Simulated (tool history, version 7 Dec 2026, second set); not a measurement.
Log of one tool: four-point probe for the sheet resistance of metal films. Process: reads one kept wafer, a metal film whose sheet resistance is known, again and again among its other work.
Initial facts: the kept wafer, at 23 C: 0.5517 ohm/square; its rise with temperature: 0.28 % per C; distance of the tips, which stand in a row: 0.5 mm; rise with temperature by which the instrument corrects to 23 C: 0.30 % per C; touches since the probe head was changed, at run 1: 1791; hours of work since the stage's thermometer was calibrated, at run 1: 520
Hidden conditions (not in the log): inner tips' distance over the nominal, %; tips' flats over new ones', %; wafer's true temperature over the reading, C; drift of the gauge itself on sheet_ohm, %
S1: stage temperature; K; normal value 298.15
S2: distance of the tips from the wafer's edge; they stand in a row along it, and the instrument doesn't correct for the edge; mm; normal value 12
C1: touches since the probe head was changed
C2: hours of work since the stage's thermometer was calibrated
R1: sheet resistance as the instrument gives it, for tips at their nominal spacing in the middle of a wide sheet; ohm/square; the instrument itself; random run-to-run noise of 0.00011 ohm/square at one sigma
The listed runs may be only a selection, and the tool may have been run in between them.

{"run": 1, "day": 0.0, "S1": 298.15, "S2": 12, "C1": 1791, "C2": 520, "R1": 0.552677}
{"run": 2, "day": 0.317, "S1": 301.15, "S2": 12, "C1": 2069, "C2": 525, "R1": 0.552296}
{"run": 3, "day": 0.712, "S1": 301.15, "S2": 12, "C1": 2416, "C2": 530, "R1": 0.552289}
{"run": 4, "day": 0.975, "S1": 301.15, "S2": 12, "C1": 2644, "C2": 534, "R1": 0.552361}
{"run": 5, "day": 1.438, "S1": 301.15, "S2": 12, "C1": 3053, "C2": 541, "R1": 0.552464}
{"run": 6, "day": 1.858, "S1": 301.15, "S2": 12, "C1": 3422, "C2": 546, "R1": 0.552265}
{"run": 7, "day": 2.412, "S1": 301.15, "S2": 3, "C1": 3908, "C2": 554, "R1": 0.560194}
{"day": 2.483, "done": "stage's thermometer calibrated"}
{"run": 8, "day": 2.862, "S1": 301.15, "S2": 3, "C1": 4283, "C2": 5, "R1": 0.559999}
{"run": 9, "day": 3.162, "S1": 301.15, "S2": 21, "C1": 4548, "C2": 9, "R1": 0.552135}
{"run": 10, "day": 3.642, "S1": 301.15, "S2": 21, "C1": 4967, "C2": 16, "R1": 0.552124}
{"run": 11, "day": 3.971, "S1": 298.15, "S2": 12, "C1": 5256, "C2": 21, "R1": 0.552516}
{"day": 4.292, "done": "stage's thermometer calibrated, once more"}
{"run": 12, "day": 4.367, "S1": 304.15, "S2": 49, "C1": 5583, "C2": 1, "R1": 0.551119}
{"run": 13, "day": 4.871, "S1": 293.15, "S2": 17, "C1": 6027, "C2": 8, "R1": 0.551988}
{"run": 14, "day": 5.488, "S1": 293.15, "S2": 17, "C1": 6568, "C2": 17, "R1": 0.552217}

Run 15 is up next; what results do you expect?
{"run": 15, "day": 6.008, "S1": 295.15, "S2": 6, "C1": 7024, "C2": 24, "R1": "?"}

Run 15 measured R1 0.553968 ohm/square.
Minus the tool's unlogged condition, the same run would have read R1 0.553961 ohm/square.
